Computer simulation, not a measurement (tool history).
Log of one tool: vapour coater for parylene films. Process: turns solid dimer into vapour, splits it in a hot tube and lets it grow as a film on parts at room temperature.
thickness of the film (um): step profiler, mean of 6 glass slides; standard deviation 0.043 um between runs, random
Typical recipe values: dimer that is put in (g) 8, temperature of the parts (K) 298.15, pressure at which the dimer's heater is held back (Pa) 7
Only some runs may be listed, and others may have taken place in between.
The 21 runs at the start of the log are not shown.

run    hour  dimer that is put in (g)  temperature of the parts (K)  pressure at which the dimer's heater is held back (Pa)  thickness of the film (um)
 22   729.2                        14                        305.15                                                     2.6                        7.06
 23   778.5                         6                        301.15                                                    3.42                        3.17
 24   802.7                         3                        296.15                                                    2.11                         1.9
 25   836.7                         7                        307.15                                                       7                        2.98
 26   871.1                         7                        307.15                                                       7                        2.95
 27   902.3                         7                        307.15                                                       7                        2.91
 28   933.9                         7                        307.15                                                       7                        2.88
      967.5  -- trap's valve overhauled
 29   985.9                         7                        307.15                                                       7                        3.34
 30  1018.2                         7                        307.15                                                       7                        3.26
 31  1047.5                         8                        292.15                                                    4.56                        5.72
 32  1082.5                         4                        300.15                                                    2.86                        2.38
 33    1117                         3                        300.15                                                    2.86                        1.76
 34  1144.7                         3                        300.15                                                    2.86                        1.74

Alternative continuations, all from the tool just after run 34; predict every row:
  A  1170.2                         3                        297.15                                                    2.86                           ?
  B  1170.2                        13                        298.15                                                       7                           ?
  C  1170.2                        12                        291.15                                                       3                           ?
  D  1170.2                         3                        300.15                                                    2.86                           ?

run  thickness of the film (um)
  A                        1.87
  B                        7.39
  C                        8.57
  D                        1.75
With no hidden state in the tool, these same runs would have given:
run  thickness of the film (um)
  A                        1.95
  B                         7.7
  C                        8.93
  D                        1.83
